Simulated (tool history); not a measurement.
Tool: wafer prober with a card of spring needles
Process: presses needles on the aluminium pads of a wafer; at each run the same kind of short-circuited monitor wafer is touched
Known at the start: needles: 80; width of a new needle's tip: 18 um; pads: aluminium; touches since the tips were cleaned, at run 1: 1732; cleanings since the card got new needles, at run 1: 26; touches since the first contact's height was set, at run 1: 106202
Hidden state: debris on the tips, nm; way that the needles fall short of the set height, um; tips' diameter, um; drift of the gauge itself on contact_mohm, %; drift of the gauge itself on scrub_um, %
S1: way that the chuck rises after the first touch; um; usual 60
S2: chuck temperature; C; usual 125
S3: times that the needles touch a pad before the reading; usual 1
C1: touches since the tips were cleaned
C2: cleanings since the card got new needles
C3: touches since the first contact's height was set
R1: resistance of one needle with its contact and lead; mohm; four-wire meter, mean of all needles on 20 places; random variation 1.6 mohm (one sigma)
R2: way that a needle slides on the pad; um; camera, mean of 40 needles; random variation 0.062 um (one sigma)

run	hour	S1	S2	S3	C1	C2	C3	R1	R2
1	0	60	125	1	1732	26	106202	207	14.03
# hour 7.5: tips cleaned on abrasive film
# hour 22.3: tips cleaned on abrasive film
2	25.5	60	125	1	898	28	113195	194	13.81
# hour 36.8: tips cleaned on abrasive film
3	49.1	60	125	1	3381	29	119663	233	13.8
# hour 50.6: tips cleaned on abrasive film, once more
4	63.5	60	125	1	3563	30	123608	230	13.82
# hour 66.2: tips cleaned on abrasive film
# hour 80.3: tips cleaned on abrasive film
# hour 93.5: tips cleaned on abrasive film
5	93.5	60	125	1	0	33	131796	163	13.9
# hour 107: tips cleaned on abrasive film
6	111.6	60	125	1	1291	34	136786	204	13.75
# hour 120.2: tips cleaned on abrasive film
# hour 135.1: tips cleaned on abrasive film
7	141.4	60	125	1	1744	36	144948	216	13.68
# hour 149.4: tips cleaned on abrasive film
8	161.3	60	125	1	3264	37	150394	233	13.78
# hour 163: tips cleaned on abrasive film
# hour 177.6: tips cleaned on abrasive film
9	179.5	60	125	2	527	39	155380	172	13.71
# hour 191.2: tips cleaned on abrasive film
10	192	60	125	2	213	40	158801	166	13.62
# hour 205.5: tips cleaned on abrasive film
11	212.1	60	125	2	1824	41	164312	195	13.77
# hour 219: tips cleaned on abrasive film
# hour 233.8: tips cleaned on abrasive film
12	240.3	60	125	2	1785	43	172033	191	13.7
# hour 249.6: tips cleaned on abrasive film
# hour 263.1: tips cleaned on abrasive film
13	269.4	60	125	1	1749	45	180022	214	13.63
# hour 277.6: tips cleaned on abrasive film
# hour 290.8: tips cleaned on abrasive film
14	293.5	60	125	1	754	47	186613	194	13.58
# hour 304.5: tips cleaned on abrasive film
# hour 317.7: tips cleaned on abrasive film
15	322.2	53	125	1	1245	49	194478	217	11.91
# hour 331.6: tips cleaned on abrasive film
# hour 345.8: tips cleaned on abrasive film
16	352.6	53	125	1	1869	51	202803	235	11.91
# hour 360.9: tips cleaned on abrasive film
17	372.1	60	73	2	3112	52	208169	200	13.53
# hour 374.9: tips cleaned on abrasive film
# hour 388.7: tips cleaned on abrasive film
18	389.5	60	73	2	230	54	212918	160	13.65
# hour 403.2: tips cleaned on abrasive film
19	414.5	60	73	2	3111	55	219768	194	13.55
# hour 416.3: tips cleaned on abrasive film
20	427.9	50	40	3	3204	56	223451	191	11.2
# hour 430.2: tips cleaned on abrasive film
# hour 444.5: tips cleaned on abrasive film
21	454.1	68	29	3	2666	58	230635	159	15.48
# hour 458.2: tips cleaned on abrasive film
22	467.6	61	61	3	2601	59	234333	174	13.73
# hour 471.8: tips cleaned on abrasive film
23	482.2	61	61	3	2857	60	238312	173	13.59
# hour 487.3: tips cleaned on abrasive film
# hour 498.1: height of the first contact set anew
# hour 502.7: tips cleaned on abrasive film
24	508.3	61	61	3	1560	62	2788	160	14.55
# hour 516: tips cleaned on abrasive film
25	525.6	61	61	3	2668	63	7537	172	14.53
# hour 529.3: tips cleaned on abrasive film
26	538.6	61	61	3	2583	64	11092	169	14.45
# hour 544.8: tips cleaned on abrasive film
# hour 559.7: tips cleaned on abrasive film
27	569.1	58	100	1	2593	66	19438	232	13.64
# hour 573.5: tips cleaned on abrasive film
# hour 588.1: tips cleaned on abrasive film
28	599.6	58	100	1	3178	68	27815	235	13.64
# hour 601.6: tips cleaned on abrasive film
# hour 615.9: tips cleaned on abrasive film
29	626.8	48	91	3	3022	70	35263	198	11.4
# hour 631.2: tips cleaned on abrasive film
# hour 645.7: tips cleaned on abrasive film
30	657.1	67	125	1	3140	72	43548	219	15.75

How the hidden state differs across the entries between the runs, from the last listed run before each to the first after it:
Between runs 1 and 2: tips cleaned on abrasive film (hour 7.5); tips cleaned on abrasive film (hour 22.3)
  debris on the tips, nm: 106 -> 68.6; way that the needles fall short of the set height, um: 1.19 -> 1.95; tips' diameter, um: 18.42 -> 18.65
  measured less the result without the state, R1: +53 -> +37 mohm; R2: -0.28 -> -0.46 um
Between runs 2 and 3: tips cleaned on abrasive film (hour 36.8)
  debris on the tips, nm: 68.6 -> 151.5; way that the needles fall short of the set height, um: 1.95 -> 2; tips' diameter, um: 18.65 -> 18.66
  measured less the result without the state, R1: +37 -> +79 mohm; R2: -0.46 -> -0.48 um
Between runs 3 and 4: tips cleaned on abrasive film, once more (hour 50.6)
  debris on the tips, nm: 151.5 -> 150.7; way that the needles fall short of the set height, um: 2 -> 2.04; tips' diameter, um: 18.66 -> 18.68
  measured less the result without the state, R1: +79 -> +78 mohm; R2: -0.48 -> -0.48 um
Between runs 4 and 5: tips cleaned on abrasive film (hour 66.2); tips cleaned on abrasive film (hour 80.3); tips cleaned on abrasive film (hour 93.5)
  debris on the tips, nm: 150.7 -> 11.1; way that the needles fall short of the set height, um: 2.04 -> 2.18; tips' diameter, um: 18.68 -> 18.73
  measured less the result without the state, R1: +78 -> +7 mohm; R2: -0.48 -> -0.52 um
Between runs 5 and 6: tips cleaned on abrasive film (hour 107)
  debris on the tips, nm: 11.1 -> 90.7; way that the needles fall short of the set height, um: 2.18 -> 2.23; tips' diameter, um: 18.73 -> 18.74
  measured less the result without the state, R1: +7 -> +48 mohm; R2: -0.52 -> -0.53 um
Between runs 6 and 7: tips cleaned on abrasive film (hour 120.2); tips cleaned on abrasive film (hour 135.1)
  debris on the tips, nm: 90.7 -> 111.2; way that the needles fall short of the set height, um: 2.23 -> 2.32; tips' diameter, um: 18.74 -> 18.78
  measured less the result without the state, R1: +48 -> +60 mohm; R2: -0.53 -> -0.55 um
Between runs 7 and 8: tips cleaned on abrasive film (hour 149.4)
  debris on the tips, nm: 111.2 -> 150.1; way that the needles fall short of the set height, um: 2.32 -> 2.36; tips' diameter, um: 18.78 -> 18.79
  measured less the result without the state, R1: +60 -> +80 mohm; R2: -0.55 -> -0.56 um
Between runs 8 and 9: tips cleaned on abrasive film (hour 163); tips cleaned on abrasive film (hour 177.6)
  debris on the tips, nm: 150.1 -> 40.3; way that the needles fall short of the set height, um: 2.36 -> 2.45; tips' diameter, um: 18.79 -> 18.82
  measured less the result without the state, R1: +80 -> +15 mohm; R2: -0.56 -> -0.59 um
Between runs 9 and 10: tips cleaned on abrasive film (hour 191.2)
  debris on the tips, nm: 40.3 -> 23.9; way that the needles fall short of the set height, um: 2.45 -> 2.51; tips' diameter, um: 18.82 -> 18.84
  measured less the result without the state, R1: +15 -> +9 mohm; R2: -0.59 -> -0.6 um
Between runs 10 and 11: tips cleaned on abrasive film (hour 205.5)
  debris on the tips, nm: 23.9 -> 116.6; way that the needles fall short of the set height, um: 2.51 -> 2.56; tips' diameter, um: 18.84 -> 18.86
  measured less the result without the state, R1: +9 -> +39 mohm; R2: -0.6 -> -0.61 um
Between runs 11 and 12: tips cleaned on abrasive film (hour 219); tips cleaned on abrasive film (hour 233.8)
  debris on the tips, nm: 116.6 -> 111; way that the needles fall short of the set height, um: 2.56 -> 2.64; tips' diameter, um: 18.86 -> 18.89
  measured less the result without the state, R1: +39 -> +37 mohm; R2: -0.61 -> -0.63 um
Between runs 12 and 13: tips cleaned on abrasive film (hour 249.6); tips cleaned on abrasive film (hour 263.1)
  debris on the tips, nm: 111 -> 106.9; way that the needles fall short of the set height, um: 2.64 -> 2.74; tips' diameter, um: 18.89 -> 18.92
  measured less the result without the state, R1: +37 -> +59 mohm; R2: -0.63 -> -0.65 um
Between runs 13 and 14: tips cleaned on abrasive film (hour 277.6); tips cleaned on abrasive film (hour 290.8)
  debris on the tips, nm: 106.9 -> 65.8; way that the needles fall short of the set height, um: 2.74 -> 2.83; tips' diameter, um: 18.92 -> 18.95
  measured less the result without the state, R1: +59 -> +38 mohm; R2: -0.65 -> -0.67 um
Between runs 14 and 15: tips cleaned on abrasive film (hour 304.5); tips cleaned on abrasive film (hour 317.7)
  debris on the tips, nm: 65.8 -> 79.9; way that the needles fall short of the set height, um: 2.83 -> 2.93; tips' diameter, um: 18.95 -> 18.99
  measured less the result without the state, R1: +38 -> +57 mohm; R2: -0.67 -> -0.7 um
Between runs 15 and 16: tips cleaned on abrasive film (hour 331.6); tips cleaned on abrasive film (hour 345.8)
  debris on the tips, nm: 79.9 -> 108.3; way that the needles fall short of the set height, um: 2.93 -> 3; tips' diameter, um: 18.99 -> 19.01
  measured less the result without the state, R1: +57 -> +78 mohm; R2: -0.7 -> -0.71 um
Between runs 16 and 17: tips cleaned on abrasive film (hour 360.9)
  debris on the tips, nm: 108.3 -> 147.9; way that the needles fall short of the set height, um: 3 -> 3.03; tips' diameter, um: 19.01 -> 19.02
  measured less the result without the state, R1: +78 -> +55 mohm; R2: -0.71 -> -0.72 um
Between runs 17 and 18: tips cleaned on abrasive film (hour 374.9); tips cleaned on abrasive film (hour 388.7)
  debris on the tips, nm: 147.9 -> 33.3; way that the needles fall short of the set height, um: 3.03 -> 3.11; tips' diameter, um: 19.02 -> 19.05
  measured less the result without the state, R1: +55 -> +14 mohm; R2: -0.72 -> -0.75 um
Between runs 18 and 19: tips cleaned on abrasive film (hour 403.2)
  debris on the tips, nm: 33.3 -> 136; way that the needles fall short of the set height, um: 3.11 -> 3.15; tips' diameter, um: 19.05 -> 19.07
  measured less the result without the state, R1: +14 -> +50 mohm; R2: -0.75 -> -0.75 um
Between runs 19 and 20: tips cleaned on abrasive film (hour 416.3)
  debris on the tips, nm: 136 -> 140.8; way that the needles fall short of the set height, um: 3.15 -> 3.19; tips' diameter, um: 19.07 -> 19.08
  measured less the result without the state, R1: +50 -> +47 mohm; R2: -0.75 -> -0.77 um
Between runs 20 and 21: tips cleaned on abrasive film (hour 430.2); tips cleaned on abrasive film (hour 444.5)
  debris on the tips, nm: 140.8 -> 127.1; way that the needles fall short of the set height, um: 3.19 -> 3.28; tips' diameter, um: 19.08 -> 19.11
  measured less the result without the state, R1: +47 -> +25 mohm; R2: -0.77 -> -0.78 um
Between runs 21 and 22: tips cleaned on abrasive film (hour 458.2)
  debris on the tips, nm: 127.1 -> 128.9; way that the needles fall short of the set height, um: 3.28 -> 3.33; tips' diameter, um: 19.11 -> 19.13
  measured less the result without the state, R1: +25 -> +30 mohm; R2: -0.78 -> -0.79 um
Between runs 22 and 23: tips cleaned on abrasive film (hour 471.8)
  debris on the tips, nm: 128.9 -> 135.3; way that the needles fall short of the set height, um: 3.33 -> 3.38; tips' diameter, um: 19.13 -> 19.15
  measured less the result without the state, R1: +30 -> +31 mohm; R2: -0.79 -> -0.8 um
Between runs 23 and 24: tips cleaned on abrasive film (hour 487.3); height of the first contact set anew (hour 498.1); tips cleaned on abrasive film (hour 502.7)
  debris on the tips, nm: 135.3 -> 83.3; way that the needles fall short of the set height, um: 3.38 -> 0.05; tips' diameter, um: 19.15 -> 19.18
  measured less the result without the state, R1: +31 -> +17 mohm; R2: -0.8 -> -0.01 um
Between runs 24 and 25: tips cleaned on abrasive film (hour 516)
  debris on the tips, nm: 83.3 -> 125; way that the needles fall short of the set height, um: 0.05 -> 0.08; tips' diameter, um: 19.18 -> 19.19
  measured less the result without the state, R1: +17 -> +25 mohm; R2: -0.01 -> -0.02 um
Between runs 25 and 26: tips cleaned on abrasive film (hour 529.3)
  debris on the tips, nm: 125 -> 122; way that the needles fall short of the set height, um: 0.08 -> 0.12; tips' diameter, um: 19.19 -> 19.2
  measured less the result without the state, R1: +25 -> +25 mohm; R2: -0.02 -> -0.03 um
Between runs 26 and 27: tips cleaned on abrasive film (hour 544.8); tips cleaned on abrasive film (hour 559.7)
  debris on the tips, nm: 122 -> 139; way that the needles fall short of the set height, um: 0.12 -> 0.23; tips' diameter, um: 19.2 -> 19.24
  measured less the result without the state, R1: +25 -> +80 mohm; R2: -0.03 -> -0.05 um
Between runs 27 and 28: tips cleaned on abrasive film (hour 573.5); tips cleaned on abrasive film (hour 588.1)
  debris on the tips, nm: 139 -> 143.3; way that the needles fall short of the set height, um: 0.23 -> 0.32; tips' diameter, um: 19.24 -> 19.27
  measured less the result without the state, R1: +80 -> +83 mohm; R2: -0.05 -> -0.07 um
Between runs 28 and 29: tips cleaned on abrasive film (hour 601.6); tips cleaned on abrasive film (hour 615.9)
  debris on the tips, nm: 143.3 -> 145.2; way that the needles fall short of the set height, um: 0.32 -> 0.43; tips' diameter, um: 19.27 -> 19.31
  measured less the result without the state, R1: +83 -> +45 mohm; R2: -0.07 -> -0.1 um
Between runs 29 and 30: tips cleaned on abrasive film (hour 631.2); tips cleaned on abrasive film (hour 645.7)
  debris on the tips, nm: 145.2 -> 148.1; way that the needles fall short of the set height, um: 0.43 -> 0.51; tips' diameter, um: 19.31 -> 19.34
  measured less the result without the state, R1: +45 -> +64 mohm; R2: -0.1 -> -0.12 um
